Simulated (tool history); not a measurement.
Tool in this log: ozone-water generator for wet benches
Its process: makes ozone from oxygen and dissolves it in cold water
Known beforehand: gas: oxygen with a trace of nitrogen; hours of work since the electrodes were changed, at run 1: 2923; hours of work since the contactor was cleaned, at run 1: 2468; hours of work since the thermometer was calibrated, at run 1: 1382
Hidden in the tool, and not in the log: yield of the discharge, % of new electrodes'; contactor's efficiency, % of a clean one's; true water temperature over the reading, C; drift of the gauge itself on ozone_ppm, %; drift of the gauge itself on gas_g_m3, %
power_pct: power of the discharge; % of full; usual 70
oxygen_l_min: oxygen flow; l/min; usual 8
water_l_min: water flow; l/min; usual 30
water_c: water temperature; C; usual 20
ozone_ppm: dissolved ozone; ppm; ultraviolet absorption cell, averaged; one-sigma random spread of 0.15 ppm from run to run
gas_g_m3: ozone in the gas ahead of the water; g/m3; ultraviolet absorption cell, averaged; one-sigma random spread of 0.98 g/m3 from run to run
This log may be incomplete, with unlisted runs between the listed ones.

run,hour,power_pct,oxygen_l_min,water_l_min,water_c,hours of work since the electrodes were changed,hours of work since the contactor was cleaned,hours of work since the thermometer was calibrated,ozone_ppm,gas_g_m3
1,0,70,8,30,20,2923,2468,1382,17.6,168.2
2,95,61,8,30,20,2996,2541,1455,15.4,146.1
3,218.7,70,8,30,20,3091,2636,1550,17.3,165.9
4,297.9,70,8,30,20,3152,2697,1610,17.6,167.8
5,406,70,8,30,20,3235,2780,1693,17.4,166.9
6,565.6,70,8,30,20,3357,2902,1816,17.4,166.3
7,673.3,70,8,30,20,3440,2985,1898,17.6,167.8
8,803.2,70,8,30,20,3539,3085,1998,17.6,167.5
9,940.6,49,4.98,43,21,3645,3190,2104,8.9,160

Run 10 has not been measured yet. What should we expect?
10,1051.6,80,8,30,20,3730,3275,2189,?,?

ozone_ppm: 19.8 ppm
gas_g_m3: 189.6 g/m3
Had the tool carried no hidden state, the very same run would have given ozone_ppm 19.9 ppm, gas_g_m3 190.1 g/m3.
